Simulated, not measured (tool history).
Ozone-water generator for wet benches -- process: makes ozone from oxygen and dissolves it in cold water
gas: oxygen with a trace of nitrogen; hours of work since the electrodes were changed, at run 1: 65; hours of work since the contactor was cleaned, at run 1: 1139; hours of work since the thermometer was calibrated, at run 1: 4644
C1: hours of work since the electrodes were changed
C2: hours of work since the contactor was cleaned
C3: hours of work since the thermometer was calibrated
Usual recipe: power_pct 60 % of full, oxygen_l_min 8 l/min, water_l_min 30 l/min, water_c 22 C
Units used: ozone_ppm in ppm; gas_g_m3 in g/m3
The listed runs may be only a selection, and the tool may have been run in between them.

Run 1, hour 0: usual settings; C1 65; C2 1139; C3 4644. Result: ozone_ppm 11.4 ppm, gas_g_m3 141.8 g/m3.
Run 2, hour 48.8: usual settings but power_pct 47 % of full; C1 101; C2 1175; C3 4680. Result: ozone_ppm 9.2 ppm, gas_g_m3 113.9 g/m3.
Run 3, hour 92.9: usual settings but power_pct 47 % of full; C1 134; C2 1208; C3 4713. Result: ozone_ppm 9.3 ppm, gas_g_m3 114.2 g/m3.
At hour 114.1: water thermometer calibrated.
Run 4, hour 138.4: usual settings but power_pct 47 % of full; C1 168; C2 1242; C3 18. Result: ozone_ppm 9.3 ppm, gas_g_m3 113.7 g/m3.
Run 5, hour 182.3: usual settings but power_pct 47 % of full; C1 200; C2 1275; C3 51. Result: ozone_ppm 9.3 ppm, gas_g_m3 112.6 g/m3.
Run 6, hour 228.9: usual settings but power_pct 47 % of full, water_c 18 C; C1 235; C2 1309; C3 86. Result: ozone_ppm 9.6 ppm, gas_g_m3 112.2 g/m3.
Run 7, hour 268.4: usual settings but power_pct 47 % of full, water_c 18 C; C1 265; C2 1339; C3 115. Result: ozone_ppm 9.7 ppm, gas_g_m3 112.6 g/m3.
Run 8, hour 299.8: usual settings but power_pct 47 % of full, water_l_min 20 l/min, water_c 18 C; C1 288; C2 1362; C3 139. Result: ozone_ppm 13.9 ppm, gas_g_m3 112.7 g/m3.
Run 9, hour 333.3: usual settings but power_pct 47 % of full, water_l_min 20 l/min, water_c 21 C; C1 313; C2 1387; C3 164. Result: ozone_ppm 13.1 ppm, gas_g_m3 113.1 g/m3.
Run 10, hour 374.9: usual settings but power_pct 47 % of full, water_l_min 20 l/min, water_c 21 C; C1 344; C2 1418; C3 195. Result: ozone_ppm 13.2 ppm, gas_g_m3 112.1 g/m3.
Run 11, hour 409.3: usual settings but power_pct 47 % of full, water_l_min 20 l/min, water_c 21 C; C1 370; C2 1444; C3 220. Result: ozone_ppm 13 ppm, gas_g_m3 111.7 g/m3.
Run 12, hour 447.6: usual settings but power_pct 47 % of full, water_l_min 20 l/min, water_c 21 C; C1 398; C2 1473; C3 249. Result: ozone_ppm 13.3 ppm, gas_g_m3 113.7 g/m3.
Run 13, hour 486.9: usual settings but power_pct 47 % of full, water_l_min 20 l/min, water_c 21 C; C1 428; C2 1502; C3 278. Result: ozone_ppm 13.3 ppm, gas_g_m3 112.3 g/m3.
Run 14, hour 532.8: usual settings but power_pct 47 % of full, water_l_min 20 l/min, water_c 21 C; C1 462; C2 1536; C3 313. Result: ozone_ppm 13.1 ppm, gas_g_m3 112.7 g/m3.
Run 15, hour 566.1: usual settings but power_pct 47 % of full, water_l_min 20 l/min, water_c 21 C; C1 487; C2 1561; C3 337. Result: ozone_ppm 13.1 ppm, gas_g_m3 113.4 g/m3.
Run 16, hour 597.9: usual settings but power_pct 47 % of full, water_l_min 20 l/min, water_c 21 C; C1 511; C2 1585; C3 361. Result: ozone_ppm 13.2 ppm, gas_g_m3 112.3 g/m3.
Run 17, hour 624.4: usual settings but power_pct 47 % of full, water_l_min 20 l/min, water_c 21 C; C1 530; C2 1605; C3 381. Result: ozone_ppm 13.2 ppm, gas_g_m3 113.2 g/m3.
Run 18, hour 649.7: usual settings but power_pct 98 % of full, oxygen_l_min 11.41 l/min; C1 549; C2 1624; C3 400. Result: ozone_ppm 17 ppm, gas_g_m3 178.8 g/m3.
Run 19, hour 686.8: usual settings but power_pct 67 % of full, oxygen_l_min 8.49 l/min; C1 577; C2 1651; C3 428. Result: ozone_ppm 12.9 ppm, gas_g_m3 152.8 g/m3.
Run 20, hour 714.1: usual settings but power_pct 56 % of full, oxygen_l_min 13.2 l/min; C1 597; C2 1672; C3 448. Result: ozone_ppm 10 ppm, gas_g_m3 96.5 g/m3.
Run 21, hour 762.4: usual settings but water_l_min 42 l/min, water_c 16 C; C1 634; C2 1708; C3 484. Result: ozone_ppm 8.8 ppm, gas_g_m3 142.9 g/m3.
Run 22, hour 796.1: usual settings but power_pct 45 % of full, oxygen_l_min 6.5 l/min; C1 659; C2 1733; C3 509. Result: ozone_ppm 9.1 ppm, gas_g_m3 124.6 g/m3.
Run 23, hour 845.2: usual settings but power_pct 55 % of full, oxygen_l_min 8.19 l/min; C1 695; C2 1770; C3 546. Result: ozone_ppm 10.9 ppm, gas_g_m3 128.2 g/m3.
Run 24, hour 883.1: usual settings but power_pct 76 % of full, water_c 15 C; C1 724; C2 1798; C3 574. Result: ozone_ppm 16 ppm, gas_g_m3 177.9 g/m3.
Run 25, hour 927.7: usual settings but power_pct 47 % of full, oxygen_l_min 10.33 l/min, water_l_min 23 l/min, water_c 19 C; C1 757; C2 1831; C3 608. Result: ozone_ppm 11.5 ppm, gas_g_m3 96 g/m3.
Run 26, hour 968.3: usual settings but power_pct 42 % of full, oxygen_l_min 5.32 l/min, water_c 26 C; C1 787; C2 1861; C3 638. Result: ozone_ppm 8 ppm, gas_g_m3 131.1 g/m3.
Run 27, hour 997: usual settings but power_pct 42 % of full, oxygen_l_min 5.32 l/min, water_c 26 C; C1 809; C2 1883; C3 659. Result: ozone_ppm 8.1 ppm, gas_g_m3 133 g/m3.

Each row is a separate what-if for the run after 27, all from the same tool condition, not one after another. Results?
Run A, hour 1037.2: usual settings but power_pct 42 % of full, oxygen_l_min 10.31 l/min, water_c 26 C; C1 839; C2 1913; C3 689. Result: ozone_ppm ?, gas_g_m3 ?.
Run B, hour 1037.2: usual settings but power_pct 42 % of full, oxygen_l_min 5.32 l/min, water_l_min 22 l/min, water_c 26 C; C1 839; C2 1913; C3 689. Result: ozone_ppm ?, gas_g_m3 ?.
Run C, hour 1037.2: usual settings but power_pct 42 % of full, oxygen_l_min 12.44 l/min, water_c 26 C; C1 839; C2 1913; C3 689. Result: ozone_ppm ?, gas_g_m3 ?.
Run D, hour 1037.2: usual settings but oxygen_l_min 6.07 l/min; C1 839; C2 1913; C3 689. Result: ozone_ppm ?, gas_g_m3 ?.
Run E, hour 1037.2: usual settings but oxygen_l_min 13.94 l/min, water_c 15 C; C1 839; C2 1913; C3 689. Result: ozone_ppm ?, gas_g_m3 ?.

run  ozone_ppm  gas_g_m3
  A        7.5      85.6
  B       10.8     132.8
  C        7.2      76.9
  D       11.8     169.3
  E       11.9       100
Take away the tool's hidden state, keep each run's random variation, and the runs would have read:
run  ozone_ppm  gas_g_m3
  A        7.5      85.6
  B       10.8     132.8
  C        7.2      76.9
  D       11.8     169.4
  E       11.9       100
